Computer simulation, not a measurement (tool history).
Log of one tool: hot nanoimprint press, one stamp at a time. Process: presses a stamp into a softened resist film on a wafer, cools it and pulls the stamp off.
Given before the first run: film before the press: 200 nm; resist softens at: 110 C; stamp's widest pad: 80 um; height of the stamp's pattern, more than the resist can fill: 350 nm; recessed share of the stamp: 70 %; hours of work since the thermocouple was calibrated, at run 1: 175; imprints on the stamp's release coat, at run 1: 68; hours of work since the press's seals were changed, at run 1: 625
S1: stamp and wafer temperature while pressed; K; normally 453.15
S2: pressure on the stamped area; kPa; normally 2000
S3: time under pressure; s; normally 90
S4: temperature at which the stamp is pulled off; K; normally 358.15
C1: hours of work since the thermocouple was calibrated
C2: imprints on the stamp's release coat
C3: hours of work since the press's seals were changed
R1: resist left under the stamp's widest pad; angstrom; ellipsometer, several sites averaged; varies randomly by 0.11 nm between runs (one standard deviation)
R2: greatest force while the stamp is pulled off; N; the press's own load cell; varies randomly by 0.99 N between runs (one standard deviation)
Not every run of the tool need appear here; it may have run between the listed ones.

{"run": 1, "hour": 0.0, "S1": 453.15, "S2": 2000, "S3": 90, "S4": 358.15, "C1": 175, "C2": 68, "C3": 625, "R1": 912, "R2": 106.7}
{"run": 2, "hour": 10.5, "S1": 453.15, "S2": 2000, "S3": 90, "S4": 364.15, "C1": 183, "C2": 102, "C3": 633, "R1": 912, "R2": 100.3}
{"run": 3, "hour": 19.6, "S1": 453.15, "S2": 2000, "S3": 90, "S4": 364.15, "C1": 189, "C2": 132, "C3": 640, "R1": 912, "R2": 101.8}
{"hour": 37.4, "done": "press's hydraulic seals changed and the load cell set to zero"}
{"run": 4, "hour": 41.1, "S1": 453.15, "S2": 2000, "S3": 90, "S4": 358.15, "C1": 199, "C2": 176, "C3": 3, "R1": 888, "R2": 110.0}
{"run": 5, "hour": 54.3, "S1": 453.15, "S2": 2000, "S3": 90, "S4": 358.15, "C1": 209, "C2": 219, "C3": 12, "R1": 888, "R2": 109.0}
{"run": 6, "hour": 74.0, "S1": 453.15, "S2": 2000, "S3": 90, "S4": 358.15, "C1": 223, "C2": 284, "C3": 27, "R1": 888, "R2": 112.4}
{"run": 7, "hour": 86.0, "S1": 453.15, "S2": 2000, "S3": 90, "S4": 358.15, "C1": 232, "C2": 324, "C3": 36, "R1": 888, "R2": 114.2}
{"run": 8, "hour": 99.7, "S1": 451.15, "S2": 2000, "S3": 90, "S4": 358.15, "C1": 242, "C2": 368, "C3": 46, "R1": 937, "R2": 117.6}
{"run": 9, "hour": 111.8, "S1": 464.15, "S2": 2680, "S3": 124, "S4": 362.15, "C1": 251, "C2": 408, "C3": 54, "R1": 503, "R2": 110.9}
{"run": 10, "hour": 126.6, "S1": 463.15, "S2": 2490, "S3": 65, "S4": 362.15, "C1": 262, "C2": 457, "C3": 65, "R1": 688, "R2": 113.9}
{"hour": 150.4, "done": "stamp cleaned and given a new release coat"}
{"run": 11, "hour": 153.1, "S1": 463.15, "S2": 2490, "S3": 65, "S4": 362.15, "C1": 277, "C2": 9, "C3": 80, "R1": 690, "R2": 98.4}
{"run": 12, "hour": 167.1, "S1": 453.15, "S2": 2290, "S3": 165, "S4": 362.15, "C1": 287, "C2": 55, "C3": 90, "R1": 660, "R2": 101.0}
{"run": 13, "hour": 182.6, "S1": 453.15, "S2": 2290, "S3": 165, "S4": 362.15, "C1": 298, "C2": 105, "C3": 102, "R1": 662, "R2": 103.6}
{"run": 14, "hour": 191.7, "S1": 453.15, "S2": 2610, "S3": 75, "S4": 362.15, "C1": 305, "C2": 135, "C3": 108, "R1": 823, "R2": 102.0}

Consider 4 possible next runs. They are alternatives, not a sequence: every one starts from the tool as it was left by run 14. What does each give?
{"run": "A", "hour": 207.9, "S1": 460.15, "S2": 2000, "S3": 79, "S4": 358.15, "C1": 317, "C2": 188, "C3": 120, "R1": "?", "R2": "?"}
{"run": "B", "hour": 207.9, "S1": 453.15, "S2": 1310, "S3": 114, "S4": 358.15, "C1": 317, "C2": 188, "C3": 120, "R1": "?", "R2": "?"}
{"run": "C", "hour": 207.9, "S1": 461.15, "S2": 2000, "S3": 52, "S4": 345.15, "C1": 317, "C2": 188, "C3": 120, "R1": "?", "R2": "?"}
{"run": "D", "hour": 207.9, "S1": 463.15, "S2": 2610, "S3": 69, "S4": 345.15, "C1": 317, "C2": 188, "C3": 120, "R1": "?", "R2": "?"}

run=A R1=777 R2=109.9
run=B R1=1014 R2=109.8
run=C R1=880 R2=123.7
run=D R1=657 R2=123.3
The same runs, with their run-to-run variation unchanged, on a tool lacking any hidden condition would have given:
run=A R1=782 R2=104.6
run=B R1=1021 R2=104.4
run=C R1=885 R2=117.6
run=D R1=660 R2=117.3
